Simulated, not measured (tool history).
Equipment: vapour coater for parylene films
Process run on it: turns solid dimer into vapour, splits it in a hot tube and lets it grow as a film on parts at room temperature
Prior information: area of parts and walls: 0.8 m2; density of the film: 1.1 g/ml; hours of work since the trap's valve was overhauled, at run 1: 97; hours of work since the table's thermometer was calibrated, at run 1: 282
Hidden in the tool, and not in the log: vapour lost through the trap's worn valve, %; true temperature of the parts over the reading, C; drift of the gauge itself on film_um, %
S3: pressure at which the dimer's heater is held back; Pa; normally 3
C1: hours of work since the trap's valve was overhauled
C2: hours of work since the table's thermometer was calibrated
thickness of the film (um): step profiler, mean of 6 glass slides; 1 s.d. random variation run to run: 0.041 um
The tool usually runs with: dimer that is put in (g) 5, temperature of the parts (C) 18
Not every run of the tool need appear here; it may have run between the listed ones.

Run 1, hour 0: usual settings; C1 97; C2 282. Result: thickness of the film (um) 4.33.
Run 2, hour 16.9: usual settings; C1 112; C2 296. Result: thickness of the film (um) 4.39.
Run 3, hour 36.3: usual settings; C1 128; C2 313. Result: thickness of the film (um) 4.33.
Run 4, hour 45.3: usual settings; C1 136; C2 320. Result: thickness of the film (um) 4.31.
Run 5, hour 55.5: usual settings but dimer that is put in (g) 2; C1 144; C2 329. Result: thickness of the film (um) 1.77.
Run 6, hour 65.7: usual settings; C1 153; C2 338. Result: thickness of the film (um) 4.39.
Run 7, hour 84.2: usual settings; C1 169; C2 353. Result: thickness of the film (um) 4.42.
Run 8, hour 93: usual settings; C1 176; C2 361. Result: thickness of the film (um) 4.32.
Run 9, hour 112.8: usual settings but temperature of the parts (C) 14; C1 193; C2 378. Result: thickness of the film (um) 4.62.
Run 10, hour 127.9: usual settings but temperature of the parts (C) 14; C1 206; C2 390. Result: thickness of the film (um) 4.59.
Run 11, hour 146.5: usual settings but temperature of the parts (C) 14; C1 222; C2 406. Result: thickness of the film (um) 4.62.
Run 12, hour 160.9: usual settings but temperature of the parts (C) 14; C1 234; C2 418. Result: thickness of the film (um) 4.58.
Run 13, hour 169.7: usual settings but S3 4.82 Pa; C1 241; C2 426. Result: thickness of the film (um) 4.03.
At hour 186: trap's valve overhauled.
Run 14, hour 188: usual settings but dimer that is put in (g) 2, S3 4.82 Pa; C1 2; C2 438. Result: thickness of the film (um) 1.66.
Run 15, hour 206.6: usual settings but dimer that is put in (g) 2, S3 4.82 Pa; C1 17; C2 454. Result: thickness of the film (um) 1.66.
Run 16, hour 223.8: usual settings; C1 32; C2 468. Result: thickness of the film (um) 4.42.
Run 17, hour 239.4: usual settings but dimer that is put in (g) 9, temperature of the parts (C) 17; C1 45; C2 482. Result: thickness of the film (um) 8.14.
At hour 242.3: table's thermometer calibrated.
Run 18, hour 254.7: usual settings but dimer that is put in (g) 8, temperature of the parts (C) 26, S3 5.86 Pa; C1 57; C2 11. Result: thickness of the film (um) 5.53.
Run 19, hour 270.8: usual settings but dimer that is put in (g) 6, S3 10.97 Pa; C1 71; C2 24. Result: thickness of the film (um) 4.31.
Run 20, hour 284.2: usual settings but dimer that is put in (g) 6, temperature of the parts (C) 13, S3 3.79 Pa; C1 82; C2 36. Result: thickness of the film (um) 5.51.
Run 21, hour 295.6: usual settings but dimer that is put in (g) 6, temperature of the parts (C) 13, S3 3.79 Pa; C1 92; C2 45. Result: thickness of the film (um) 5.55.
Run 22, hour 310.3: usual settings but dimer that is put in (g) 6, temperature of the parts (C) 13, S3 3.79 Pa; C1 105; C2 58. Result: thickness of the film (um) 5.51.
At hour 323.9: table's thermometer calibrated, once more.
Run 23, hour 329.9: usual settings but dimer that is put in (g) 2, temperature of the parts (C) 23, S3 4.32 Pa; C1 120; C2 5. Result: thickness of the film (um) 1.5.
Run 24, hour 342.1: usual settings but dimer that is put in (g) 2, temperature of the parts (C) 23, S3 4.32 Pa; C1 131; C2 15. Result: thickness of the film (um) 1.55.
Run 25, hour 361.6: usual settings but dimer that is put in (g) 7, temperature of the parts (C) 23, S3 5.19 Pa; C1 147; C2 32. Result: thickness of the film (um) 5.17.
Run 26, hour 375.1: usual settings but dimer that is put in (g) 3, temperature of the parts (C) 23, S3 5.19 Pa; C1 159; C2 43. Result: thickness of the film (um) 2.22.
Run 27, hour 385.9: usual settings but dimer that is put in (g) 3, temperature of the parts (C) 24; C1 168; C2 53. Result: thickness of the film (um) 2.34.
Run 28, hour 398.9: usual settings but temperature of the parts (C) 13, S3 4.8 Pa; C1 179; C2 64. Result: thickness of the film (um) 4.39.
Run 29, hour 418.2: usual settings but dimer that is put in (g) 3, temperature of the parts (C) 13, S3 11.67 Pa; C1 195; C2 80. Result: thickness of the film (um) 2.33.
Run 30, hour 428.8: usual settings but dimer that is put in (g) 9, temperature of the parts (C) 12, S3 11.67 Pa; C1 204; C2 89. Result: thickness of the film (um) 7.08.
Run 31, hour 445.4: usual settings but dimer that is put in (g) 3, temperature of the parts (C) 30, S3 2.39 Pa; C1 218; C2 103. Result: thickness of the film (um) 2.17.

How the hidden state differs across the entries between the runs, from the last listed run before each to the first after it:
Runs 13 to 14: trap's valve overhauled (hour 186)
  vapour lost through the trap's worn valve, %: 4.8 -> 0; true temperature of the parts over the reading, C: 0.23 -> 0.24
  the result without the hidden state subtracted from the measured one, thickness of the film (um): -0.22 -> -0.01
Runs 17 to 18: table's thermometer calibrated (hour 242.3)
  vapour lost through the trap's worn valve, %: 1 -> 1.2; true temperature of the parts over the reading, C: 0.26 -> 0.35
  the result without the hidden state subtracted from the measured one, thickness of the film (um): -0.11 -> -0.1
Runs 22 to 23: table's thermometer calibrated, once more (hour 323.9)
  vapour lost through the trap's worn valve, %: 2.2 -> 2.5; true temperature of the parts over the reading, C: 0.37 -> 0.05
  the result without the hidden state subtracted from the measured one, thickness of the film (um): -0.16 -> -0.04
